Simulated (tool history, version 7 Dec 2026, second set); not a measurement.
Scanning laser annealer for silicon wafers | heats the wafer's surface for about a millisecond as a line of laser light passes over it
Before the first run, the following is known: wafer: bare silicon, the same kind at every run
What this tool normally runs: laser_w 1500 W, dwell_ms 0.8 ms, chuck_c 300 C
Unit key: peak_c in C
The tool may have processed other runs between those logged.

run	hour	laser_w	dwell_ms	chuck_c	peak_c
1	0	1500	0.8	300	1109
2	46	1500	0.8	300	1111
3	114.2	1600	0.8	300	1178
4	166.5	1436	0.8	300	1070
5	201.2	1436	0.8	300	1068
# hour 210.4: window over the wafer cleaned
6	259.7	1436	0.8	300	1065
# hour 278: optics aligned, line set to its width
7	339.6	1436	0.8	300	1066
8	418.1	1436	0.8	300	1066
9	481.1	1436	0.8	323	1092
10	543.5	1442	0.594	323	999
11	591.1	1319	0.851	277	986
12	633.2	1319	0.851	277	988
13	695.9	1447	0.62	300	992

Run 14 comes next. What will it give?
14	729.8	1447	0.959	300	?

{"run 14": {"peak_c": 1142}}
On a tool with no hidden condition, and with the same random variation, this run would have come out at peak_c 1143 C.

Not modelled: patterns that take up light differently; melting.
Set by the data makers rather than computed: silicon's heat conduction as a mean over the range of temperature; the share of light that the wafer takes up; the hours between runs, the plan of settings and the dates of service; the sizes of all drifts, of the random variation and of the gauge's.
